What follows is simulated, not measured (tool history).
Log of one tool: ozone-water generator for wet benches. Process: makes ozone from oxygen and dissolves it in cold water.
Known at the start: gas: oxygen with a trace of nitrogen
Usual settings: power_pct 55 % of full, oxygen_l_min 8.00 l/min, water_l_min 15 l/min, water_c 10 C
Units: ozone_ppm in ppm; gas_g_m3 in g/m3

run 1 hour=0.0 | power_pct=55 oxygen_l_min=8.00 water_l_min=15 water_c=10 | ozone_ppm=22.4 gas_g_m3=161.9
run 2 hour=24.4 | power_pct=55 oxygen_l_min=8.00 water_l_min=15 water_c=10 | ozone_ppm=22.4 gas_g_m3=161.0
run 3 hour=51.0 | power_pct=55 oxygen_l_min=8.00 water_l_min=15 water_c=10 | ozone_ppm=22.6 gas_g_m3=159.3
run 4 hour=70.8 | power_pct=55 oxygen_l_min=8.00 water_l_min=15 water_c=10 | ozone_ppm=22.2 gas_g_m3=159.8
run 5 hour=87.0 | power_pct=55 oxygen_l_min=8.00 water_l_min=15 water_c=10 | ozone_ppm=22.4 gas_g_m3=162.3
run 6 hour=106.6 | power_pct=55 oxygen_l_min=8.00 water_l_min=15 water_c=10 | ozone_ppm=22.5 gas_g_m3=160.7
run 7 hour=121.5 | power_pct=55 oxygen_l_min=8.00 water_l_min=15 water_c=10 | ozone_ppm=22.3 gas_g_m3=160.1
run 8 hour=136.7 | power_pct=78 oxygen_l_min=8.00 water_l_min=15 water_c=10 | ozone_ppm=27.5 gas_g_m3=201.1
run 9 hour=150.2 | power_pct=78 oxygen_l_min=8.00 water_l_min=15 water_c=10 | ozone_ppm=27.5 gas_g_m3=198.6
run 10 hour=178.5 | power_pct=78 oxygen_l_min=8.00 water_l_min=15 water_c=10 | ozone_ppm=27.7 gas_g_m3=200.6
run 11 hour=205.9 | power_pct=78 oxygen_l_min=8.00 water_l_min=15 water_c=10 | ozone_ppm=27.8 gas_g_m3=200.7
run 12 hour=226.0 | power_pct=78 oxygen_l_min=8.00 water_l_min=15 water_c=10 | ozone_ppm=27.5 gas_g_m3=200.3
run 13 hour=254.2 | power_pct=99 oxygen_l_min=5.42 water_l_min=15 water_c=7 | ozone_ppm=33.1 gas_g_m3=275.1
run 14 hour=270.4 | power_pct=99 oxygen_l_min=5.42 water_l_min=15 water_c=7 | ozone_ppm=33.2 gas_g_m3=275.8
run 15 hour=294.7 | power_pct=60 oxygen_l_min=4.35 water_l_min=12 water_c=11 | ozone_ppm=26.9 gas_g_m3=221.4
run 16 hour=313.4 | power_pct=60 oxygen_l_min=4.35 water_l_min=12 water_c=11 | ozone_ppm=27.2 gas_g_m3=222.3
run 17 hour=327.3 | power_pct=63 oxygen_l_min=8.00 water_l_min=15 water_c=10 | ozone_ppm=24.2 gas_g_m3=176.2

Run 18 comes next. What will it give?
run 18 hour=350.1 | power_pct=63 oxygen_l_min=13.71 water_l_min=15 water_c=8 | ozone_ppm=? gas_g_m3=?

{"run 18": {"ozone_ppm": 24.2, "gas_g_m3": 136.1}}
Without the tool's hidden state the same run would have given ozone_ppm 25.5 ppm, gas_g_m3 137.1 g/m3.

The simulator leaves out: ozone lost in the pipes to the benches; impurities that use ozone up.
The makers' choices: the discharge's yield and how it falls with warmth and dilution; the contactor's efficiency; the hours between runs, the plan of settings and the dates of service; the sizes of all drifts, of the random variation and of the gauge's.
